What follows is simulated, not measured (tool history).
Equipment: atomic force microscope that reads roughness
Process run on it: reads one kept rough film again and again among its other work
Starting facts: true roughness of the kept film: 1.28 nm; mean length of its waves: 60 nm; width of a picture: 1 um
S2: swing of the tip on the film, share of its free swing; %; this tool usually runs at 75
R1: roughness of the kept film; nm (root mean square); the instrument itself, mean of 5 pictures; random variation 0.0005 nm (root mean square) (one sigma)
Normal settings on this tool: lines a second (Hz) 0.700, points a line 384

run 1 hour=0.0 | lines_a_second_(Hz)=0.700 S2=75 points_a_line=384 | R1=1.2179
run 2 hour=17.9 | lines_a_second_(Hz)=0.700 S2=89 points_a_line=384 | R1=1.1712
run 3 hour=38.6 | lines_a_second_(Hz)=0.700 S2=89 points_a_line=347 | R1=1.1709
run 4 hour=66.1 | lines_a_second_(Hz)=0.700 S2=89 points_a_line=347 | R1=1.1705
run 5 hour=80.0 | lines_a_second_(Hz)=0.700 S2=89 points_a_line=347 | R1=1.1707
run 6 hour=101.5 | lines_a_second_(Hz)=0.700 S2=89 points_a_line=347 | R1=1.1710
run 7 hour=129.8 | lines_a_second_(Hz)=3.834 S2=89 points_a_line=347 | R1=0.8723
run 8 hour=157.8 | lines_a_second_(Hz)=3.834 S2=89 points_a_line=347 | R1=0.8714
run 9 hour=180.7 | lines_a_second_(Hz)=0.700 S2=75 points_a_line=384 | R1=1.2184
run 10 hour=197.5 | lines_a_second_(Hz)=0.700 S2=75 points_a_line=681 | R1=1.2189
run 11 hour=216.3 | lines_a_second_(Hz)=0.700 S2=75 points_a_line=681 | R1=1.2199
run 12 hour=230.3 | lines_a_second_(Hz)=0.700 S2=75 points_a_line=510 | R1=1.2176
run 13 hour=252.0 | lines_a_second_(Hz)=0.700 S2=56 points_a_line=384 | R1=1.2530
run 14 hour=269.7 | lines_a_second_(Hz)=0.700 S2=56 points_a_line=384 | R1=1.2519
run 15 hour=281.6 | lines_a_second_(Hz)=0.700 S2=75 points_a_line=316 | R1=1.2169
run 16 hour=309.2 | lines_a_second_(Hz)=0.512 S2=59 points_a_line=405 | R1=1.2543
run 17 hour=330.6 | lines_a_second_(Hz)=1.704 S2=59 points_a_line=405 | R1=1.2214
run 18 hour=352.0 | lines_a_second_(Hz)=1.704 S2=59 points_a_line=405 | R1=1.2222
run 19 hour=373.7 | lines_a_second_(Hz)=1.704 S2=59 points_a_line=405 | R1=1.2214
run 20 hour=393.8 | lines_a_second_(Hz)=1.704 S2=59 points_a_line=405 | R1=1.2217
run 21 hour=412.7 | lines_a_second_(Hz)=1.704 S2=59 points_a_line=692 | R1=1.2227
run 22 hour=435.8 | lines_a_second_(Hz)=1.704 S2=59 points_a_line=692 | R1=1.2224
run 23 hour=462.0 | lines_a_second_(Hz)=1.198 S2=59 points_a_line=692 | R1=1.2369
run 24 hour=476.0 | lines_a_second_(Hz)=0.885 S2=83 points_a_line=692 | R1=1.1774
run 25 hour=496.8 | lines_a_second_(Hz)=0.885 S2=83 points_a_line=692 | R1=1.1767
run 26 hour=515.6 | lines_a_second_(Hz)=0.885 S2=83 points_a_line=692 | R1=1.1768
run 27 hour=543.8 | lines_a_second_(Hz)=1.261 S2=77 points_a_line=425 | R1=1.1717
run 28 hour=560.2 | lines_a_second_(Hz)=0.937 S2=68 points_a_line=476 | R1=1.2237

Between the runs listed above, the log contained 3 entries, not reproduced here. Where in the sequence does each belong, and how does what the log doesn't record of the tool's condition differ from the listed run before to the listed run after?
Between runs 6 and 7: new tip fitted (hour 108.6)
  radius of the tip, nm: 5.1 -> 5
Between runs 16 and 17: new tip fitted (hour 314.8)
  radius of the tip, nm: 5.1 -> 5
Between runs 26 and 27: new tip fitted (hour 519.9)
  radius of the tip, nm: 5.1 -> 5

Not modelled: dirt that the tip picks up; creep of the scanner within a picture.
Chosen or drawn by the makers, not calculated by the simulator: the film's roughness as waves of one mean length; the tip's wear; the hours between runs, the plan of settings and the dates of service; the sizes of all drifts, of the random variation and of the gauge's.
